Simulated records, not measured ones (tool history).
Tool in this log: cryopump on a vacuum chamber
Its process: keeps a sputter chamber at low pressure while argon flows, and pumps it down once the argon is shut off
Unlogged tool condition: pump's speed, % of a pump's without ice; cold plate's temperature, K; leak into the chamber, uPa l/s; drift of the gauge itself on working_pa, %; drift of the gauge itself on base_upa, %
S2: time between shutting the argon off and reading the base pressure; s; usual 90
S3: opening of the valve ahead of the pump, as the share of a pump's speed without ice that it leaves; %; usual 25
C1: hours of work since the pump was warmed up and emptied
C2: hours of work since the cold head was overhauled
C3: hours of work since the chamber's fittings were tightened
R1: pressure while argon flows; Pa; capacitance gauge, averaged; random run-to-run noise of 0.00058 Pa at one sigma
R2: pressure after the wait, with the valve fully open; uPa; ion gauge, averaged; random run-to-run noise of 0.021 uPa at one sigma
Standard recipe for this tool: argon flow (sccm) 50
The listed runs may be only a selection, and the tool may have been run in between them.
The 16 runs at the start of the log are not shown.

Run 17, hour 372.9: usual settings but argon flow (sccm) 78; C1 317; C2 317; C3 1879. Result: R1 0.22 Pa, R2 1.39 uPa.
Run 18, hour 393: usual settings but argon flow (sccm) 28, S2 27 s, S3 34 %; C1 326; C2 326; C3 1889. Result: R1 0.0586 Pa, R2 2.31 uPa.
Run 19, hour 411.7: usual settings but argon flow (sccm) 28, S2 40 s, S3 34 %; C1 335; C2 335; C3 1897. Result: R1 0.0583 Pa, R2 1.88 uPa.
Run 20, hour 438.7: usual settings but argon flow (sccm) 28, S2 40 s, S3 34 %; C1 347; C2 347; C3 1910. Result: R1 0.0579 Pa, R2 1.91 uPa.
Run 21, hour 468.4: usual settings but argon flow (sccm) 26, S2 25 s, S3 47 %; C1 361; C2 361; C3 1923. Result: R1 0.0394 Pa, R2 2.44 uPa.
Run 22, hour 496.7: usual settings but argon flow (sccm) 26, S2 25 s, S3 47 %; C1 374; C2 374; C3 1936. Result: R1 0.0388 Pa, R2 2.44 uPa.
Run 23, hour 527.8: usual settings but argon flow (sccm) 52, S3 32 %; C1 388; C2 388; C3 1951. Result: R1 0.1159 Pa, R2 1.47 uPa.
Run 24, hour 559.6: usual settings but argon flow (sccm) 43, S3 32 %; C1 403; C2 403; C3 1965. Result: R1 0.0948 Pa, R2 1.5 uPa.
Run 25, hour 575.1: usual settings but argon flow (sccm) 24, S3 40 %; C1 410; C2 410; C3 1972. Result: R1 0.0428 Pa, R2 1.49 uPa.
Run 26, hour 599.2: usual settings but argon flow (sccm) 37; C1 421; C2 421; C3 1984. Result: R1 0.1044 Pa, R2 1.53 uPa.
Run 27, hour 622.4: usual settings but argon flow (sccm) 24; C1 432; C2 432; C3 1994. Result: R1 0.0676 Pa, R2 1.47 uPa.
Run 28, hour 651: usual settings but argon flow (sccm) 32, S2 196 s, S3 40 %; C1 445; C2 445; C3 2007. Result: R1 0.0571 Pa, R2 1.33 uPa.
Run 29, hour 668.8: usual settings but argon flow (sccm) 32, S2 196 s, S3 40 %; C1 453; C2 453; C3 2016. Result: R1 0.0564 Pa, R2 1.34 uPa.
Run 30, hour 692.5: usual settings but argon flow (sccm) 32, S2 196 s, S3 40 %; C1 464; C2 464; C3 2026. Result: R1 0.0568 Pa, R2 1.33 uPa.
Run 31, hour 717.6: usual settings but argon flow (sccm) 32, S2 155 s, S3 18 %; C1 475; C2 475; C3 2038. Result: R1 0.1245 Pa, R2 1.37 uPa.
Run 32, hour 742: usual settings but argon flow (sccm) 32, S2 155 s, S3 18 %; C1 487; C2 487; C3 2049. Result: R1 0.1251 Pa, R2 1.39 uPa.
Run 33, hour 767.8: usual settings but argon flow (sccm) 71, S2 24 s, S3 22 %; C1 499; C2 499; C3 2061. Result: R1 0.2288 Pa, R2 2.66 uPa.
Run 34, hour 790.4: usual settings but argon flow (sccm) 71, S2 24 s, S3 22 %; C1 509; C2 509; C3 2072. Result: R1 0.2288 Pa, R2 2.52 uPa.

Consider 4 possible next runs. They are alternatives, not a sequence: every one starts from the tool as it was left by run 34. What does each give?
Run A, hour 816.4: usual settings but argon flow (sccm) 71, S2 51 s, S3 22 %; C1 521; C2 521; C3 2083. Result: R1 ?, R2 ?.
Run B, hour 816.4: usual settings but argon flow (sccm) 71, S2 24 s, S3 56 %; C1 521; C2 521; C3 2083. Result: R1 ?, R2 ?.
Run C, hour 816.4: usual settings but argon flow (sccm) 63, S2 134 s, S3 47 %; C1 521; C2 521; C3 2083. Result: R1 ?, R2 ?.
Run D, hour 816.4: usual settings but argon flow (sccm) 71, S2 30 s, S3 18 %; C1 521; C2 521; C3 2083. Result: R1 ?, R2 ?.

run      R1    R2
  A  0.2279   1.9
  B  0.0914  2.58
  C   0.095  1.47
  D  0.2766  2.32
Without the tool's unlogged condition, the same runs would have read:
run      R1    R2
  A  0.2239   0.8
  B  0.0874  1.48
  C  0.0915  0.39
  D  0.2726  1.23

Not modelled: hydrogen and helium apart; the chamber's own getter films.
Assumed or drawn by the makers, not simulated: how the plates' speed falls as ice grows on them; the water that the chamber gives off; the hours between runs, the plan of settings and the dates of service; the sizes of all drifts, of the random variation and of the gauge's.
